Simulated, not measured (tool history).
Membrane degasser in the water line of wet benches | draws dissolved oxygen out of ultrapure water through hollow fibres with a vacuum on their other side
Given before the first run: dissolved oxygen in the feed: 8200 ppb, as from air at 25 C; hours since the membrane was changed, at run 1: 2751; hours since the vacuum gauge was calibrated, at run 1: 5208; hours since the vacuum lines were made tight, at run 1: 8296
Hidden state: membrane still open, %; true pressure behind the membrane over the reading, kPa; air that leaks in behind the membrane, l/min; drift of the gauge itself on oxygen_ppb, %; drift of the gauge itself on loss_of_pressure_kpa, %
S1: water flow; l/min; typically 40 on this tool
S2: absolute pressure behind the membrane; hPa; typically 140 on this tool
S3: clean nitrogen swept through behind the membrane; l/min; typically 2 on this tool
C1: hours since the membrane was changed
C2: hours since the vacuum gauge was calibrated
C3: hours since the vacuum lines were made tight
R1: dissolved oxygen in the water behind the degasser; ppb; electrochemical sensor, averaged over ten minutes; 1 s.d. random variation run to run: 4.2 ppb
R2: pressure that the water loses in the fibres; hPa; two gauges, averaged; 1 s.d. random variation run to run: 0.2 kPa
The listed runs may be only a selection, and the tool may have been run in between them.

Run 1, hour 0: usual settings; C1 2751; C2 5208; C3 8296. Result: R1 530.9 ppb, R2 439.7 hPa.
Run 2, hour 62.3: usual settings; C1 2813; C2 5270; C3 8359. Result: R1 542.1 ppb, R2 443.8 hPa.
Run 3, hour 134: usual settings but S3 3.45 l/min; C1 2885; C2 5342; C3 8430. Result: R1 363.8 ppb, R2 445 hPa.
Run 4, hour 180.9: usual settings but S3 3.45 l/min; C1 2932; C2 5389; C3 8477. Result: R1 355.4 ppb, R2 440.9 hPa.
Run 5, hour 255.8: usual settings but S3 0.86 l/min; C1 3007; C2 5464; C3 8552. Result: R1 963.8 ppb, R2 441.3 hPa.
Run 6, hour 331.8: usual settings; C1 3083; C2 5540; C3 8628. Result: R1 541 ppb, R2 440.2 hPa.
Run 7, hour 389.2: usual settings but S2 106 hPa; C1 3140; C2 5597; C3 8686. Result: R1 394.1 ppb, R2 442.2 hPa.
Run 8, hour 424.5: usual settings; C1 3175; C2 5633; C3 8721. Result: R1 542.5 ppb, R2 442.4 hPa.
Run 9, hour 497.5: usual settings; C1 3248; C2 5706; C3 8794. Result: R1 527.1 ppb, R2 442.4 hPa.
Run 10, hour 531.9: usual settings; C1 3283; C2 5740; C3 8828. Result: R1 528.5 ppb, R2 443.9 hPa.
Run 11, hour 586.8: usual settings; C1 3338; C2 5795; C3 8883. Result: R1 533.5 ppb, R2 445.3 hPa.
Run 12, hour 653.1: usual settings; C1 3404; C2 5861; C3 8949. Result: R1 532.9 ppb, R2 442.1 hPa.
Run 13, hour 694.1: usual settings but S3 0.94 l/min; C1 3445; C2 5902; C3 8990. Result: R1 911.7 ppb, R2 446.6 hPa.
Run 14, hour 727.5: usual settings but S3 0.94 l/min; C1 3478; C2 5936; C3 9024. Result: R1 898.5 ppb, R2 445.5 hPa.
Run 15, hour 786.1: usual settings but S3 0.94 l/min; C1 3537; C2 5994; C3 9082. Result: R1 925 ppb, R2 442.6 hPa.
Run 16, hour 849.8: usual settings but S3 0.94 l/min; C1 3601; C2 6058; C3 9146. Result: R1 904.1 ppb, R2 442.4 hPa.
Run 17, hour 910.8: usual settings but S3 0.94 l/min; C1 3662; C2 6119; C3 9207. Result: R1 918.2 ppb, R2 442 hPa.
Run 18, hour 946.4: usual settings but S2 178 hPa, S3 1.19 l/min; C1 3697; C2 6154; C3 9243. Result: R1 998.7 ppb, R2 442.8 hPa.
Run 19, hour 980.6: usual settings but S1 46 l/min, S2 178 hPa, S3 2.08 l/min; C1 3732; C2 6189; C3 9277. Result: R1 782.1 ppb, R2 512.5 hPa.
Run 20, hour 1025.9: usual settings but S1 39 l/min, S2 282 hPa, S3 2.86 l/min; C1 3777; C2 6234; C3 9322. Result: R1 796.7 ppb, R2 434.3 hPa.
Run 21, hour 1090.2: usual settings but S1 60 l/min, S2 256 hPa, S3 2.86 l/min; C1 3841; C2 6298; C3 9387. Result: R1 1131.7 ppb, R2 665.5 hPa.
Run 22, hour 1165.4: usual settings but S1 60 l/min, S2 256 hPa, S3 2.86 l/min; C1 3916; C2 6373; C3 9462. Result: R1 1131.2 ppb, R2 669 hPa.
Run 23, hour 1196.7: usual settings but S1 60 l/min, S2 176 hPa, S3 0.96 l/min; C1 3948; C2 6405; C3 9493. Result: R1 1587.5 ppb, R2 667.3 hPa.
Run 24, hour 1233.8: usual settings but S1 34 l/min, S3 3.49 l/min; C1 3985; C2 6442; C3 9530. Result: R1 291.3 ppb, R2 379.3 hPa.
Run 25, hour 1302.9: usual settings but S1 34 l/min, S3 3.49 l/min; C1 4054; C2 6511; C3 9599. Result: R1 290.2 ppb, R2 377.8 hPa.
Run 26, hour 1335.9: usual settings but S1 39 l/min, S3 1.86 l/min; C1 4087; C2 6544; C3 9632. Result: R1 544 ppb, R2 430.1 hPa.
Run 27, hour 1366.7: usual settings but S1 32 l/min, S2 117 hPa, S3 1.94 l/min; C1 4118; C2 6575; C3 9663. Result: R1 354 ppb, R2 357.1 hPa.
Run 28, hour 1439.6: usual settings but S1 46 l/min, S2 136 hPa, S3 1.66 l/min; C1 4191; C2 6648; C3 9736. Result: R1 698.3 ppb, R2 515 hPa.
Run 29, hour 1477.5: usual settings but S1 46 l/min, S2 136 hPa, S3 1.66 l/min; C1 4228; C2 6686; C3 9774. Result: R1 688.4 ppb, R2 514 hPa.
Run 30, hour 1550: usual settings but S1 30 l/min, S3 3.67 l/min; C1 4301; C2 6758; C3 9846. Result: R1 241.7 ppb, R2 333.3 hPa.
Run 31, hour 1604.3: usual settings but S2 284 hPa; C1 4355; C2 6812; C3 9901. Result: R1 1079 ppb, R2 446 hPa.
Run 32, hour 1669.6: usual settings but S1 54 l/min, S2 255 hPa; C1 4421; C2 6878; C3 9966. Result: R1 1290.1 ppb, R2 599.8 hPa.

A few steps of R1 between consecutive runs. Split each: what settings, incoming material and random variation would produce without the hidden state, and what is left over for the hidden state, along with gauge scatter present in only one of the two compared results (measured, and without hidden state):
Run 4 -> 5: S3 3.45 -> 0.86. R1 +608.4 ppb: hidden state +1.3, all else +607.1.
Run 23 -> 24: S1 60 -> 34, S2 176 -> 140, S3 0.96 -> 3.49. R1 -1296.2 ppb: hidden state -9.3, all else -1286.9.
Run 29 -> 30: S1 46 -> 30, S2 136 -> 140, S3 1.66 -> 3.67. R1 -446.7 ppb: hidden state -10.9, all else -435.8.
Run 30 -> 31: S1 30 -> 40, S2 140 -> 284, S3 3.67 -> 2. R1 +837.3 ppb: hidden state +13.9, all else +823.4.

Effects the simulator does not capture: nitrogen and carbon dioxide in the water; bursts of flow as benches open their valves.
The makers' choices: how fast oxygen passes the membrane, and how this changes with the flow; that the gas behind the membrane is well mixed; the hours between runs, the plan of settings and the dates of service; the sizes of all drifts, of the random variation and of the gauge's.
